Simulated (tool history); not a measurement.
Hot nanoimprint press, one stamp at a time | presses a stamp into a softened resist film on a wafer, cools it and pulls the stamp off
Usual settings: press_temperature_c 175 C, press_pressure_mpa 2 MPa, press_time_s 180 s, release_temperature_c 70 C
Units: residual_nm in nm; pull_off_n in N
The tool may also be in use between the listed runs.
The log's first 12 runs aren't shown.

run   hour  press_temperature_c  press_pressure_mpa  press_time_s  release_temperature_c  hours of work since the thermocouple was calibrated  imprints on the stamp's release coat  hours of work since the press's seals were changed  residual_nm  pull_off_n
 13  431.6                  175                   2           180                     75                                                   90                                   607                                                 531        124.7         198
 14  477.1                  175                   2           180                     75                                                  126                                   728                                                 567        125.7         195
     497.1  -- stamp cleaned and given a new release coat
 15  514.4                  175                   2           180                     75                                                  151                                    46                                                 592        125.5         194
 16  550.8                  175                   2           180                     75                                                  179                                   143                                                 620        125.3         197
 17  583.9                  175                2.89           153                     75                                                  205                                   232                                                 647          113         195
     593.7  -- gauge calibrated
 18  618.1                  182                   2           180                     57                                                  232                                   323                                                 674         99.5         211
 19  660.6                  182                   2           180                     57                                                  266                                   437                                                 707         99.6         216
 20  692.2                  183                1.74           180                     70                                                  291                                   522                                                 732        103.6         200
 21  722.1                  180                 2.7           244                     70                                                  314                                   602                                                 756         80.2         202
 22  760.3                  175                   2           130                     59                                                  344                                   704                                                 786        140.4         211
 23  782.2                  175                1.94           180                     70                                                  362                                   763                                                 803        125.7         204
     792.5  -- stamp cleaned and given a new release coat
     798.3  -- plate thermocouple calibrated
 24  824.8                  170                1.33           180                     60                                                   21                                    78                                                 829        171.2         209
 25  865.4                  170                1.33           180                     60                                                   53                                   187                                                 861        171.9         211
 26  895.5                  170                2.49           180                     60                                                   77                                   268                                                 885          132         211
 27  918.5                  170                 1.6           180                     60                                                   95                                   329                                                 903        159.5         213

Forecast run 28:
 28  943.3                  170                 1.6           180                     60                                                  114                                   396                                                 923            ?           ?

Run 28 gave residual_nm 159.6 nm, pull_off_n 216 N.
Without the tool's hidden state the same run would have given residual_nm 157.2 nm, pull_off_n 216 N.
